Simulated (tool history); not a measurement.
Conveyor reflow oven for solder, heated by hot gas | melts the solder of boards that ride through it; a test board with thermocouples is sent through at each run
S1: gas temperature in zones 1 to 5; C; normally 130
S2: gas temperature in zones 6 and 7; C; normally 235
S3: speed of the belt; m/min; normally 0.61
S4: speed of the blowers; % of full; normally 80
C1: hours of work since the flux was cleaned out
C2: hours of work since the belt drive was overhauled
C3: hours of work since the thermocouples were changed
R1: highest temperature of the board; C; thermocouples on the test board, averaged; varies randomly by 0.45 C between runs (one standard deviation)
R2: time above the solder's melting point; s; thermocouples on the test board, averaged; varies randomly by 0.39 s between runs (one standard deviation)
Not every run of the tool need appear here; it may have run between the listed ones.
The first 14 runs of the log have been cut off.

run	hour	S1	S2	S3	S4	C1	C2	C3	R1	R2
15	86.6	130	225	0.61	80	332	14	398	204.8	43.1
16	92.5	124	235	0.61	80	334	17	401	211.1	49.1
# hour 99.5: belt drive overhauled, speed set with a stopwatch, once more
17	103.3	119	227	0.61	80	337	2	404	204.8	38.8
18	110.5	119	227	0.61	80	340	5	407	203.6	38.7
19	119.5	130	235	0.558	55	344	8	410	209.4	51.5
20	128.2	119	235	0.521	80	348	12	414	215.7	61.3
21	134.7	130	246	0.61	80	351	15	417	221.6	58.2
22	141	136	228	0.551	72	353	18	420	208.6	56.2
23	148.7	115	228	0.551	72	357	21	423	205	44.4
24	154.9	119	228	0.605	72	359	23	425	201.9	37.2
25	158.6	123	236	0.671	63	361	25	427	201.7	33.6
26	166.2	123	235	0.644	80	364	28	430	207.6	42.2
27	169.8	123	235	0.644	80	366	30	432	208.4	42.2
28	174.6	130	235	0.61	77	368	32	434	211.2	50.3
29	180	121	240	0.61	77	370	34	436	213.6	49.4
30	183.8	121	239	0.72	79	371	36	438	206.2	33.4

Below are 3 alternative next runs, each starting from the tool's condition after run 30. Predict each:
A	191.5	119	245	0.61	90	375	39	441	?	?
B	191.5	130	229	0.61	80	375	39	441	?	?
C	191.5	138	231	0.701	80	375	39	441	?	?

run	R1	R2
A	220.5	55.2
B	206.8	45.9
C	205.6	39.8
Take away the tool's hidden state, keep each run's random variation, and the runs would have read:
run	R1	R2
A	225.5	59.1
B	211.1	50.9
C	210	44.6
